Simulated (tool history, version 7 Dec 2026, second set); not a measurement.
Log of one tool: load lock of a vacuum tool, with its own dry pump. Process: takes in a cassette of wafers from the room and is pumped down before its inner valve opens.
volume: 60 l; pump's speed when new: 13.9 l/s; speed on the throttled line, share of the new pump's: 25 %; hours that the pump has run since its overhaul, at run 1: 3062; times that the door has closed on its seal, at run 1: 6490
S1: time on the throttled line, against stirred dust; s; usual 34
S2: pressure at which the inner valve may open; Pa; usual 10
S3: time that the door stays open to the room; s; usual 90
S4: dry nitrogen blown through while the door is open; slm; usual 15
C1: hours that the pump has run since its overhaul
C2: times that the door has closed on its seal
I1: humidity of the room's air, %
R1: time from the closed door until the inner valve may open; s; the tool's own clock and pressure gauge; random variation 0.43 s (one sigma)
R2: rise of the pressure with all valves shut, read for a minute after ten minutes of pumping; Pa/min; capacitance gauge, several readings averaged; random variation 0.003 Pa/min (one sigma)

Run 1, hour 0.0: usual settings; C1 3062; C2 6490; I1 45.4. Result: R1 67.5 s, R2 0.086 Pa/min.
Run 2, hour 84.3: usual settings; C1 3146; C2 6618; I1 46.8. Result: R1 67.6 s, R2 0.091 Pa/min.
Run 3, hour 176.6: usual settings; C1 3238; C2 6759; I1 43.9. Result: R1 68.0 s, R2 0.094 Pa/min.
Run 4, hour 233.2: usual settings but S1 53 s; C1 3295; C2 6845; I1 41.4. Result: R1 81.2 s, R2 0.090 Pa/min.
Run 5, hour 330.0: usual settings but S1 53 s; C1 3392; C2 6992; I1 44.1. Result: R1 82.3 s, R2 0.104 Pa/min.
Run 6, hour 382.3: usual settings but S1 43 s; C1 3444; C2 7072; I1 45.4. Result: R1 75.2 s, R2 0.100 Pa/min.
Run 7, hour 477.5: usual settings but S1 43 s; C1 3539; C2 7217; I1 43.8. Result: R1 74.2 s, R2 0.094 Pa/min.
Run 8, hour 535.7: usual settings but S1 44 s, S4 8 slm; C1 3597; C2 7306; I1 50.4. Result: R1 75.9 s, R2 0.124 Pa/min.
Run 9, hour 586.6: usual settings but S1 44 s, S4 8 slm; C1 3648; C2 7383; I1 42.8. Result: R1 75.8 s, R2 0.114 Pa/min.
Run 10, hour 668.2: usual settings but S1 44 s, S3 63 s, S4 4 slm; C1 3730; C2 7507; I1 40.9. Result: R1 75.3 s, R2 0.123 Pa/min.

3 ways to go on from here, each from the tool as it stands after run 10. What would each give?
Run A, hour 752.8: usual settings but S1 26 s, S3 63 s, S4 4 slm; C1 3814; C2 7636; I1 44.2. Result: R1 ?, R2 ?.
Run B, hour 752.8: usual settings but S1 17 s, S2 18 Pa, S3 95 s; C1 3814; C2 7636; I1 45.5. Result: R1 ?, R2 ?.
Run C, hour 752.8: usual settings but S2 8 Pa, S3 29 s, S4 40 slm; C1 3814; C2 7636; I1 44.4. Result: R1 ?, R2 ?.

run    R1     R2
  A  62.0  0.119
  B  52.2  0.107
  C  69.4  0.087
Without the tool's hidden state the same runs would have given:
run    R1     R2
  A  59.7  0.051
  B  49.9  0.039
  C  67.2  0.019
